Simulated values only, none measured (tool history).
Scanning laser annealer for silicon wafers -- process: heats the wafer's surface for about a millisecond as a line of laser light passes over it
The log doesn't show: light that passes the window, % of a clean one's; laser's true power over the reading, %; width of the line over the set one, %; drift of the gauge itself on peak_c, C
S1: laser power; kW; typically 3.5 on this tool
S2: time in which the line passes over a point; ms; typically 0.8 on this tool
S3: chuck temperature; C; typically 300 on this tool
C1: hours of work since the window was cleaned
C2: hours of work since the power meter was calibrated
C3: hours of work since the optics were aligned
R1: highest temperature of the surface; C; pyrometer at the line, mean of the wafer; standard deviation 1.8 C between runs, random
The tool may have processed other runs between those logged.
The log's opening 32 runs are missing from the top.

run	day	S1	S2	S3	C1	C2	C3	R1
33	15.696	3.159	0.893	292	677	663	104	1001
34	16.217	3.237	0.836	300	685	671	113	1009
35	16.754	3.237	0.836	300	694	680	121	1008
36	17.3	3.237	0.836	300	702	688	130	1004
37	17.879	3.03	0.852	300	712	697	139	963
38	18.221	3.658	0.778	334	717	703	144	1102
39	18.754	3.464	0.828	285	725	711	153	1036
40	19.125	3.5	0.597	339	731	717	159	970
41	19.729	3.317	0.67	339	741	727	168	977

Each row is a separate what-if for the run after 41, all from the same tool condition, not one after another. Results?
A	20.258	3.803	0.67	274	749	735	176	?
B	20.258	3.805	0.684	296	749	735	176	?
C	20.258	3.33	0.8	300	749	735	176	?

run	R1
A	1006
B	1037
C	1004
The same runs, with their run-to-run variation unchanged, on a tool lacking any hidden condition would have given:
run	R1
A	1028
B	1059
C	1025
